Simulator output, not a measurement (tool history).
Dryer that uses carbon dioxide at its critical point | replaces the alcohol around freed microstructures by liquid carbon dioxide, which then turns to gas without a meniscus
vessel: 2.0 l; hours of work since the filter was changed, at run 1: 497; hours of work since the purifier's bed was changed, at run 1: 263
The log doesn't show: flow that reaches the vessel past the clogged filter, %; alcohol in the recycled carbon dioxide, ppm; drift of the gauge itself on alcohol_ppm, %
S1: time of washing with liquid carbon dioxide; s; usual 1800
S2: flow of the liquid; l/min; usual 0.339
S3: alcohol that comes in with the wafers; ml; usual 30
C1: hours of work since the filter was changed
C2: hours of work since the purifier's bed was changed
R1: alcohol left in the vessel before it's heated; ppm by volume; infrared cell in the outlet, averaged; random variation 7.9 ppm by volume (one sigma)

{"run": 1, "day": 0.0, "S1": 1800, "S2": 0.339, "S3": 30, "C1": 497, "C2": 263, "R1": 800}
{"day": 0.85, "done": "inlet filter changed"}
{"run": 2, "day": 1.346, "S1": 1800, "S2": 0.339, "S3": 30, "C1": 7, "C2": 282, "R1": 473}
{"run": 3, "day": 2.904, "S1": 1800, "S2": 0.339, "S3": 30, "C1": 31, "C2": 305, "R1": 497}
{"run": 4, "day": 4.333, "S1": 1800, "S2": 0.339, "S3": 30, "C1": 52, "C2": 327, "R1": 515}
{"run": 5, "day": 5.317, "S1": 1800, "S2": 0.339, "S3": 30, "C1": 67, "C2": 341, "R1": 519}
{"run": 6, "day": 6.412, "S1": 1800, "S2": 0.339, "S3": 30, "C1": 83, "C2": 358, "R1": 509}
{"run": 7, "day": 7.504, "S1": 1800, "S2": 0.339, "S3": 30, "C1": 99, "C2": 374, "R1": 551}
{"run": 8, "day": 8.683, "S1": 1800, "S2": 0.339, "S3": 30, "C1": 117, "C2": 391, "R1": 574}
{"run": 9, "day": 10.129, "S1": 1800, "S2": 0.339, "S3": 65, "C1": 138, "C2": 413, "R1": 1148}
{"run": 10, "day": 11.596, "S1": 1320, "S2": 0.283, "S3": 49, "C1": 160, "C2": 435, "R1": 3009}
{"run": 11, "day": 13.662, "S1": 1740, "S2": 0.226, "S3": 49, "C1": 191, "C2": 466, "R1": 2742}
{"run": 12, "day": 15.433, "S1": 1980, "S2": 0.339, "S3": 42, "C1": 217, "C2": 492, "R1": 640}
{"run": 13, "day": 16.412, "S1": 2640, "S2": 0.434, "S3": 30, "C1": 232, "C2": 507, "R1": 143}
{"run": 14, "day": 17.542, "S1": 1680, "S2": 0.218, "S3": 48, "C1": 249, "C2": 523, "R1": 3279}
{"run": 15, "day": 19.167, "S1": 1800, "S2": 0.489, "S3": 30, "C1": 273, "C2": 548, "R1": 282}
{"run": 16, "day": 20.379, "S1": 1800, "S2": 0.489, "S3": 30, "C1": 291, "C2": 566, "R1": 264}
{"run": 17, "day": 22.229, "S1": 2760, "S2": 0.339, "S3": 30, "C1": 319, "C2": 593, "R1": 247}
{"run": 18, "day": 24.262, "S1": 2760, "S2": 0.339, "S3": 30, "C1": 349, "C2": 624, "R1": 258}

Some steps in R1 between neighbouring runs. How much of each would the tool show without its hidden state too (settings, what came in, random variation), and how much is left for the hidden state, with any gauge scatter that isn't in both results?
Run 13 -> 14: S1 2640 -> 1680, S2 0.434 -> 0.218, S3 30 -> 48. R1 +3136 ppm by volume: hidden state +521, all else +2615.
